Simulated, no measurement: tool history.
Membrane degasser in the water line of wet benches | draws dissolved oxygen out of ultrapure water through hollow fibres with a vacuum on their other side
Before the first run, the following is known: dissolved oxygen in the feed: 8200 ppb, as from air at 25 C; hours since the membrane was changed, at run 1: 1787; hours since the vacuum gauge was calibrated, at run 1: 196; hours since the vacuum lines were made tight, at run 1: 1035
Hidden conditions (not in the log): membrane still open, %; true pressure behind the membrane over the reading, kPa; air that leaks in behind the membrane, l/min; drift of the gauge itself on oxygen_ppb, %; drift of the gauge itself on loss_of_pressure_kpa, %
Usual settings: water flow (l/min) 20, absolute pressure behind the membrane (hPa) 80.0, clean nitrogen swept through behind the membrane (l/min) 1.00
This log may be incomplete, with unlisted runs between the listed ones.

run	hour	water flow (l/min)	absolute pressure behind the membrane (hPa)	clean nitrogen swept through behind the membrane (l/min)	hours since the membrane was changed	hours since the vacuum gauge was calibrated	hours since the vacuum lines were made tight	dissolved oxygen in the water behind the degasser (ppb)	pressure that the water loses in the fibres (hPa)
1	0.0	20	80.0	1.00	1787	196	1035	220.3	505.6
2	59.9	20	80.0	1.00	1847	255	1095	220.8	508.7
3	129.6	20	97.7	1.00	1917	325	1164	301.5	508.6
4	178.4	19	80.0	1.00	1966	374	1213	212.7	485.7
5	260.2	19	80.0	1.00	2048	456	1295	212.3	483.3
6	327.9	20	101.5	1.00	2115	523	1363	318.3	511.3
7	401.8	20	101.5	1.00	2189	597	1437	311.0	510.5
8	461.5	20	80.0	1.00	2249	657	1496	228.0	507.9
9	509.5	20	80.0	1.00	2297	705	1544	223.1	509.4
10	579.3	20	80.0	1.00	2367	775	1614	224.4	509.6
11	627.4	20	80.0	1.00	2415	823	1662	224.0	514.1
12	706.8	28	72.6	1.67	2494	902	1742	202.0	725.2
# hour 716.6: vacuum gauge calibrated
13	811.0	28	67.2	0.86	2598	94	1845	286.4	721.5
14	871.9	20	132.0	1.39	2659	155	1906	338.0	515.3
# hour 953.1: vacuum gauge calibrated, once more
15	962.8	20	128.9	1.39	2749	10	1997	323.0	514.5
16	1059.5	20	77.5	0.80	2846	106	2093	250.7	518.3
17	1132.6	30	80.5	0.48	2919	179	2167	584.0	774.9

Each row is a separate what-if for the run after 17, all from the same tool condition, not one after another. Results?
A	1193.4	15	101.6	0.72	2980	240	2227	?	?
B	1193.4	21	144.4	0.51	2980	240	2227	?	?
C	1193.4	19	80.5	0.48	2980	240	2227	?	?

run	dissolved oxygen in the water behind the degasser (ppb)	pressure that the water loses in the fibres (hPa)
A	318.3	386.2
B	869.2	543.5
C	375.8	492.4
The same runs, with their run-to-run variation unchanged, on a tool lacking any hidden condition would have given:
run	dissolved oxygen in the water behind the degasser (ppb)	pressure that the water loses in the fibres (hPa)
A	315.4	372.6
B	864.6	524.5
C	372.2	475.2

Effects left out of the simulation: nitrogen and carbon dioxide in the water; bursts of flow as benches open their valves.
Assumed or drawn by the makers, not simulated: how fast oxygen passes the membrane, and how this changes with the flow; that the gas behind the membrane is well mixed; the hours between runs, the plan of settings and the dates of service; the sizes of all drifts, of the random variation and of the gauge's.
